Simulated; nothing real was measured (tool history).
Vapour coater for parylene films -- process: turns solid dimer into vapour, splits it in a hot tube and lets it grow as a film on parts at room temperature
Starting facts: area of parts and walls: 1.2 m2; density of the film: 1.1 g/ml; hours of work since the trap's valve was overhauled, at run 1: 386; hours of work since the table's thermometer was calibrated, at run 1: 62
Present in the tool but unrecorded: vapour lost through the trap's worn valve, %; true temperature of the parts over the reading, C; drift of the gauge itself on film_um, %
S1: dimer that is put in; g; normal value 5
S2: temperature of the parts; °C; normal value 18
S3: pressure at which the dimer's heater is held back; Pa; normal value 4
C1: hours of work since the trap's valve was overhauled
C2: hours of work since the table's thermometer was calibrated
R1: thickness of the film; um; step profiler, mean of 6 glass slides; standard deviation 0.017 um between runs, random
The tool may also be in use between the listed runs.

{"run": 1, "day": 0.0, "S1": 5, "S2": 18, "S3": 4, "C1": 386, "C2": 62, "R1": 1.85}
{"run": 2, "day": 0.833, "S1": 5, "S2": 18, "S3": 4, "C1": 400, "C2": 77, "R1": 1.85}
{"run": 3, "day": 1.433, "S1": 5, "S2": 18, "S3": 4, "C1": 410, "C2": 87, "R1": 1.82}
{"run": 4, "day": 1.833, "S1": 5, "S2": 19, "S3": 4, "C1": 417, "C2": 94, "R1": 1.74}
{"run": 5, "day": 2.612, "S1": 4, "S2": 19, "S3": 4, "C1": 430, "C2": 107, "R1": 1.4}
{"run": 6, "day": 3.442, "S1": 4, "S2": 19, "S3": 4, "C1": 444, "C2": 121, "R1": 1.39}
{"day": 3.896, "done": "trap's valve overhauled"}
{"run": 7, "day": 4.421, "S1": 5, "S2": 25, "S3": 4, "C1": 9, "C2": 135, "R1": 1.55}
{"run": 8, "day": 5.233, "S1": 5, "S2": 25, "S3": 4, "C1": 23, "C2": 149, "R1": 1.54}
{"run": 9, "day": 5.8, "S1": 5, "S2": 18, "S3": 4, "C1": 33, "C2": 159, "R1": 2.08}
{"run": 10, "day": 6.333, "S1": 5, "S2": 20, "S3": 4, "C1": 42, "C2": 168, "R1": 1.91}
{"run": 11, "day": 7.042, "S1": 8, "S2": 18, "S3": 4, "C1": 54, "C2": 180, "R1": 3.32}
{"run": 12, "day": 7.867, "S1": 8, "S2": 18, "S3": 4, "C1": 68, "C2": 194, "R1": 3.3}
{"run": 13, "day": 8.638, "S1": 8, "S2": 18, "S3": 4, "C1": 81, "C2": 207, "R1": 3.25}
{"run": 14, "day": 8.992, "S1": 5, "S2": 17, "S3": 10.86, "C1": 87, "C2": 213, "R1": 1.87}
{"run": 15, "day": 9.721, "S1": 5, "S2": 17, "S3": 10.86, "C1": 100, "C2": 226, "R1": 1.85}
{"run": 16, "day": 10.242, "S1": 8, "S2": 13, "S3": 2.17, "C1": 108, "C2": 235, "R1": 4.31}
{"run": 17, "day": 10.817, "S1": 8, "S2": 13, "S3": 2.17, "C1": 118, "C2": 244, "R1": 4.34}
{"run": 18, "day": 11.604, "S1": 8, "S2": 13, "S3": 2.17, "C1": 132, "C2": 258, "R1": 4.35}
{"run": 19, "day": 12.321, "S1": 8, "S2": 13, "S3": 2.17, "C1": 144, "C2": 270, "R1": 4.3}
{"run": 20, "day": 12.712, "S1": 4, "S2": 18, "S3": 2.12, "C1": 151, "C2": 277, "R1": 1.75}
{"run": 21, "day": 13.325, "S1": 4, "S2": 18, "S3": 2.12, "C1": 161, "C2": 287, "R1": 1.74}
{"run": 22, "day": 14.142, "S1": 2, "S2": 11, "S3": 2.12, "C1": 175, "C2": 301, "R1": 1.19}
{"run": 23, "day": 14.788, "S1": 5, "S2": 16, "S3": 9.8, "C1": 186, "C2": 312, "R1": 1.9}
{"run": 24, "day": 15.488, "S1": 5, "S2": 16, "S3": 9.8, "C1": 198, "C2": 324, "R1": 1.88}
{"run": 25, "day": 15.838, "S1": 5, "S2": 29, "S3": 9.02, "C1": 204, "C2": 330, "R1": 1.12}

A few steps of R1 between consecutive runs. Split each: what settings, incoming material and random variation would produce without the hidden state, and what is left over for the hidden state, along with gauge scatter present in only one of the two compared results (measured, and without hidden state):
Run 6 -> 7: S1 4 -> 5, S2 19 -> 25, trap's valve overhauled. R1 +0.16 um: hidden state +0.23, all else -0.07.
Run 15 -> 16: S1 5 -> 8, S2 17 -> 13, S3 10.86 -> 2.17. R1 +2.46 um: hidden state -0.13, all else +2.59.
Run 19 -> 20: S1 8 -> 4, S2 13 -> 18, S3 2.17 -> 2.12. R1 -2.55 um: hidden state +0.16, all else -2.71.

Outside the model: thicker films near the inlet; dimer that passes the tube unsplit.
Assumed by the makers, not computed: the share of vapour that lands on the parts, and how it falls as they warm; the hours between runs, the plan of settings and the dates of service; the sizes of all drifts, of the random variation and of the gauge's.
